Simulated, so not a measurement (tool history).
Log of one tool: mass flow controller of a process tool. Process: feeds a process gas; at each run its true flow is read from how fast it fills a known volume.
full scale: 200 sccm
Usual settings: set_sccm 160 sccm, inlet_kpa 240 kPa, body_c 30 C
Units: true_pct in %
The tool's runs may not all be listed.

| run | hour | set_sccm | inlet_kpa | body_c | true_pct |
|---|---|---|---|---|---|
| 1 | 0.0 | 160 | 240 | 30 | 98.63 |
| 2 | 56.9 | 160 | 240 | 30 | 98.50 |
| 3 | 119.6 | 160 | 240 | 30 | 98.48 |
| 4 | 187.1 | 160 | 240 | 30 | 98.49 |
| 5 | 219.0 | 160 | 240 | 40 | 97.86 |
| 6 | 259.5 | 160 | 240 | 40 | 97.72 |
| 7 | 313.1 | 160 | 240 | 39 | 97.64 |
| 8 | 387.3 | 160 | 268 | 30 | 98.33 |
| 9 | 421.0 | 160 | 268 | 30 | 98.22 |
| 10 | 498.2 | 160 | 268 | 30 | 98.33 |
| 11 | 532.6 | 160 | 231 | 30 | 98.52 |
| 12 | 566.7 | 160 | 240 | 30 | 98.38 |
| 13 | 636.6 | 46 | 240 | 30 | 97.84 |
| 14 | 689.6 | 156 | 240 | 30 | 98.31 |
| 15 | 747.6 | 156 | 240 | 30 | 98.19 |
| 16 | 782.0 | 156 | 240 | 30 | 98.22 |
| 17 | 832.8 | 160 | 240 | 30 | 98.27 |
| 18 | 881.4 | 160 | 240 | 30 | 98.27 |
| 19 | 942.8 | 77 | 143 | 32 | 97.91 |
| 20 | 979.0 | 77 | 143 | 32 | 97.87 |
| 21 | 1049.5 | 77 | 143 | 32 | 97.74 |
| 22 | 1111.1 | 77 | 143 | 32 | 97.80 |
| 23 | 1173.7 | 119 | 147 | 25 | 98.46 |
| 24 | 1236.7 | 133 | 240 | 30 | 97.99 |
| 25 | 1270.6 | 160 | 263 | 23 | 98.73 |
| 26 | 1336.7 | 87 | 150 | 21 | 98.62 |
| 27 | 1411.8 | 68 | 231 | 27 | 97.99 |
| 28 | 1456.9 | 68 | 208 | 33 | 97.58 |
| 29 | 1511.4 | 198 | 163 | 33 | 98.52 |
| 30 | 1576.4 | 198 | 163 | 33 | 98.48 |
| 31 | 1634.6 | 65 | 240 | 26 | 97.98 |
| 32 | 1712.5 | 160 | 226 | 25 | 98.44 |
| 33 | 1749.0 | 160 | 226 | 25 | 98.57 |
| 34 | 1801.4 | 160 | 194 | 25 | 98.60 |
| 35 | 1863.8 | 160 | 194 | 25 | 98.44 |
| 36 | 1901.0 | 160 | 194 | 25 | 98.52 |

Forecast each of these 4 alternatives for the next run:
| A | 1972.5 | 42 | 205 | 24 | ? |
| B | 1972.5 | 159 | 267 | 30 | ? |
| C | 1972.5 | 160 | 194 | 29 | ? |
| D | 1972.5 | 160 | 205 | 40 | ? |

| run | true_pct |
|---|---|
| A | 98.39 |
| B | 97.95 |
| C | 98.23 |
| D | 97.31 |
Without the tool's hidden state the same runs would have given:
| run | true_pct |
|---|---|
| A | 98.40 |
| B | 99.00 |
| C | 99.29 |
| D | 98.37 |
